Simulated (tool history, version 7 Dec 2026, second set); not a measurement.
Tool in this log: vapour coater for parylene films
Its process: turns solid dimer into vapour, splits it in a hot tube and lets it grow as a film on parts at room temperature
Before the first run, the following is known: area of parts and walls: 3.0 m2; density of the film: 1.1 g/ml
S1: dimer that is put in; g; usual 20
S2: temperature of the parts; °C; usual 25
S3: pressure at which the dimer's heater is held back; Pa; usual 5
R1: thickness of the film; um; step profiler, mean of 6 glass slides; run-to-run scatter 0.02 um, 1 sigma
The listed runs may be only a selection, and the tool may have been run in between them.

run,hour,S1,S2,S3,R1
1,0,20,25,5,3.85
2,14.1,20,34,5,3.18
3,23.4,20,25,6.89,3.79
4,38.4,11,25,5,2.12
5,46.4,20,25,7.47,3.79
6,54.1,20,25,7.47,3.73
7,60.7,20,25,7.47,3.73
8,73.2,20,25,7.47,3.75
9,81.6,9,23,8.11,1.78
10,90.1,10,33,2.07,1.68
11,104.5,10,33,2.07,1.71
12,118.7,9,30,2.34,1.6
13,132,14,18,4.04,3.13

Here are 4 independent what-if runs from the current tool condition. What would each one return?
A,139.7,13,33,3.32,?
B,139.7,31,28,3.95,?
C,139.7,24,18,4.04,?
D,139.7,12,25,9.56,?

run,R1
A,2.13
B,5.58
C,5.42
D,2.23
With no hidden state in the tool, these same runs would have given:
run,R1
A,2.23
B,5.84
C,5.67
D,2.33
